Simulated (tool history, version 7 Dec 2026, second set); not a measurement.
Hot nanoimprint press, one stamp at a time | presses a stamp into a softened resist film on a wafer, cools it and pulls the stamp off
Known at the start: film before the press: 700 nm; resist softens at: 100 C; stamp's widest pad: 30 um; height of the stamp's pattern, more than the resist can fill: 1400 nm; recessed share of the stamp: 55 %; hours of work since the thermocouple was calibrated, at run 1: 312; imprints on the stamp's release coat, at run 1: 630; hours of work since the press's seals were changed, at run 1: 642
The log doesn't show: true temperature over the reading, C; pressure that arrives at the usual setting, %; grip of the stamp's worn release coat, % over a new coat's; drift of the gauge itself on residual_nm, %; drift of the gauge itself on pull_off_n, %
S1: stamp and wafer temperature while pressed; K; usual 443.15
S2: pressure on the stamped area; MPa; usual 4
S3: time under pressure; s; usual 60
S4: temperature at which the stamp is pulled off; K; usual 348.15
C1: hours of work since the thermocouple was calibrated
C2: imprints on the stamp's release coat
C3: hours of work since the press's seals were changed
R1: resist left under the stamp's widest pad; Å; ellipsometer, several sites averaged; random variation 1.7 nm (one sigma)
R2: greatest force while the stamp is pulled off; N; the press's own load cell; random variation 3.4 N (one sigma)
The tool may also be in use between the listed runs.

Run 1, hour 0: usual settings; C1 312; C2 630; C3 642. Result: R1 3363 Å, R2 188 N.
Run 2, hour 16.6: usual settings; C1 321; C2 695; C3 651. Result: R1 3394 Å, R2 187 N.
Run 3, hour 45: usual settings; C1 335; C2 807; C3 665. Result: R1 3392 Å, R2 192 N.
At hour 50.3: plate thermocouple calibrated.
Run 4, hour 75.9: usual settings; C1 13; C2 917; C3 678. Result: R1 3250 Å, R2 189 N.
Run 5, hour 98.2: usual settings; C1 24; C2 1004; C3 689. Result: R1 3209 Å, R2 195 N.
Run 6, hour 115.8: usual settings; C1 32; C2 1073; C3 698. Result: R1 3251 Å, R2 190 N.
Run 7, hour 138: usual settings; C1 43; C2 1161; C3 709. Result: R1 3267 Å, R2 198 N.
Run 8, hour 155.8: usual settings; C1 52; C2 1231; C3 718. Result: R1 3251 Å, R2 204 N.
Run 9, hour 181.5: usual settings; C1 65; C2 1332; C3 730. Result: R1 3249 Å, R2 197 N.
Run 10, hour 209.9: usual settings but S1 445.15 K; C1 79; C2 1444; C3 744. Result: R1 3038 Å, R2 202 N.
Run 11, hour 234.8: usual settings but S3 49 s; C1 91; C2 1542; C3 757. Result: R1 3513 Å, R2 207 N.
Run 12, hour 254.9: usual settings but S3 38 s; C1 101; C2 1621; C3 767. Result: R1 3859 Å, R2 216 N.
Run 13, hour 280.9: usual settings but S3 33 s; C1 114; C2 1723; C3 779. Result: R1 3997 Å, R2 221 N.
Run 14, hour 304.8: usual settings but S3 33 s; C1 125; C2 1817; C3 791. Result: R1 4104 Å, R2 222 N.
Run 15, hour 323.1: usual settings but S3 33 s; C1 134; C2 1889; C3 800. Result: R1 4082 Å, R2 217 N.
Run 16, hour 351.3: usual settings but S3 33 s; C1 148; C2 2000; C3 814. Result: R1 4066 Å, R2 226 N.
Run 17, hour 377: usual settings but S3 33 s; C1 161; C2 2101; C3 827. Result: R1 4092 Å, R2 231 N.
Run 18, hour 392.1: usual settings but S3 33 s; C1 168; C2 2161; C3 834. Result: R1 4159 Å, R2 228 N.
Run 19, hour 422.1: usual settings but S2 6.37 MPa, S3 41 s, S4 349.15 K; C1 183; C2 2279; C3 849. Result: R1 3213 Å, R2 228 N.
Run 20, hour 442.5: usual settings but S2 6.37 MPa, S3 41 s, S4 349.15 K; C1 193; C2 2359; C3 859. Result: R1 3209 Å, R2 234 N.
Run 21, hour 469: usual settings but S2 5.08 MPa, S3 40 s; C1 206; C2 2463; C3 872. Result: R1 3487 Å, R2 241 N.
At hour 483.2: stamp cleaned and given a new release coat.
Run 22, hour 506.7: usual settings but S1 446.15 K, S2 3.86 MPa, S3 33 s, S4 350.15 K; C1 222; C2 92; C3 888. Result: R1 3759 Å, R2 165 N.
Run 23, hour 529.4: usual settings but S1 446.15 K, S2 3.79 MPa, S3 33 s, S4 355.15 K; C1 233; C2 181; C3 899. Result: R1 3814 Å, R2 144 N.
Run 24, hour 555.6: usual settings but S1 446.15 K, S2 3.79 MPa, S3 33 s, S4 337.15 K; C1 246; C2 284; C3 912. Result: R1 3804 Å, R2 217 N.
Run 25, hour 573.9: usual settings but S2 3.71 MPa, S3 64 s; C1 255; C2 356; C3 921. Result: R1 3443 Å, R2 177 N.
Run 26, hour 605.2: usual settings but S1 451.15 K; C1 270; C2 479; C3 936. Result: R1 2474 Å, R2 187 N.
Run 27, hour 633.2: usual settings but S1 432.15 K; C1 284; C2 590; C3 950. Result: R1 5179 Å, R2 190 N.
Run 28, hour 652.2: usual settings but S1 432.15 K; C1 294; C2 665; C3 959. Result: R1 5154 Å, R2 191 N.
Run 29, hour 671.6: usual settings but S1 454.15 K, S2 5.49 MPa, S3 103 s, S4 345.15 K; C1 303; C2 741; C3 969. Result: R1 1517 Å, R2 203 N.

The same runs without the tool's hidden state, with the same run-to-run variation:
run    R1   R2
  1  3096  165
  2  3118  163
  3  3106  163
  4  3137  162
  5  3088  165
  6  3121  160
  7  3128  164
  8  3106  166
  9  3094  158
 10  2880  160
 11  3331  160
 12  3662  166
 13  3789  167
 14  3881  165
 15  3854  160
 16  3828  163
 17  3841  165
 18  3898  161
 19  2895  158
 20  2883  161
 21  3181  163
 22  3476  159
 23  3522  135
 24  3501  202
 25  3140  162
 26  2231  168
 27  4806  167
 28  4774  166
 29  1324  175

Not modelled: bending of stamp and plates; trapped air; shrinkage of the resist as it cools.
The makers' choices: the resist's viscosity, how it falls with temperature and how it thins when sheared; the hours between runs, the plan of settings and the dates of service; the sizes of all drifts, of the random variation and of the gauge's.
